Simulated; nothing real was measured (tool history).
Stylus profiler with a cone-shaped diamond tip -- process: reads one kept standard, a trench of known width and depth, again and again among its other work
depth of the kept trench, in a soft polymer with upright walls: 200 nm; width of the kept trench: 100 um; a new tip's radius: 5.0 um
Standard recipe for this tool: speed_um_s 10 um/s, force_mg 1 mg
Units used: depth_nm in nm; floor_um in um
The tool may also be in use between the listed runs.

run    hour  speed_um_s  force_mg  depth_nm  floor_um
  1       0          10         1    201.12     96.19
  2    64.2          10         1    200.97     96.15
  3   131.6          10      1.19    201.01     96.19
  4   225.3          10      1.19    201.07     96.08
  5     324          10         1    200.64     96.07
  6     391          10         1    200.79     96.03
  7   452.2           7         1    200.69     95.97
  8   549.8          10         1    200.53     95.93
  9   601.8          10         1    200.63     95.88
 10   676.7          10         1    200.55     95.88
 11   767.7          10      0.45    199.75     95.88
 12   817.7          10      0.45    199.65     95.82
 13   915.3          10      0.48    199.77     95.76
 14  1004.1          10      0.48     199.6     95.74
     1013.6  -- height scale calibrated on a step standard
 15  1057.6          24         1    200.12     95.65
 16  1165.2          24         1    200.09     95.59
 17    1211          24         1    199.87     95.56
 18  1304.7          24         1    199.79     95.48
 19  1406.9          24         1    199.85     95.46
     1428.4  -- new tip fitted, height scale calibrated
 20  1493.5           3       1.8    202.57     97.13
     1540.8  -- height scale calibrated on a step standard, once more
 21    1561           3      1.26    202.05     97.04
 22  1621.9           9      1.16    201.91     96.96
 23  1690.8          39      0.84    201.32     96.75
 24  1749.8          32         1     201.8     96.76
 25    1825           2      0.56     200.9     96.83
 26  1888.8           8      0.88    201.69     96.77
 27  1989.3          10      1.72    202.24     96.75
 28  2093.2          10      1.72    202.13     96.65
 29  2169.3           3         1     201.5     96.64
 30  2257.9           7      0.56    200.73     96.55
 31  2313.8          22      2.29    202.74      96.5
 32  2414.7          22      2.29    202.51     96.49
 33  2492.6          22      2.29    202.59     96.44
 34  2549.6          20      1.41    201.58     96.34
 35  2623.9           5      0.36    200.28      96.4

Forecast each of these 3 alternatives for the next run:
  A  2702.9          37      1.27         ?         ?
  B  2702.9          30      2.59         ?         ?
  C  2702.9          22         1         ?         ?

run  depth_nm  floor_um
  A    201.37     96.22
  B    202.65     96.28
  C    201.21     96.26
The same runs, with their run-to-run variation unchanged, on a tool lacking any hidden condition would have given:
run  depth_nm  floor_um
  A     202.1     97.05
  B    203.38     97.12
  C    201.93      97.1
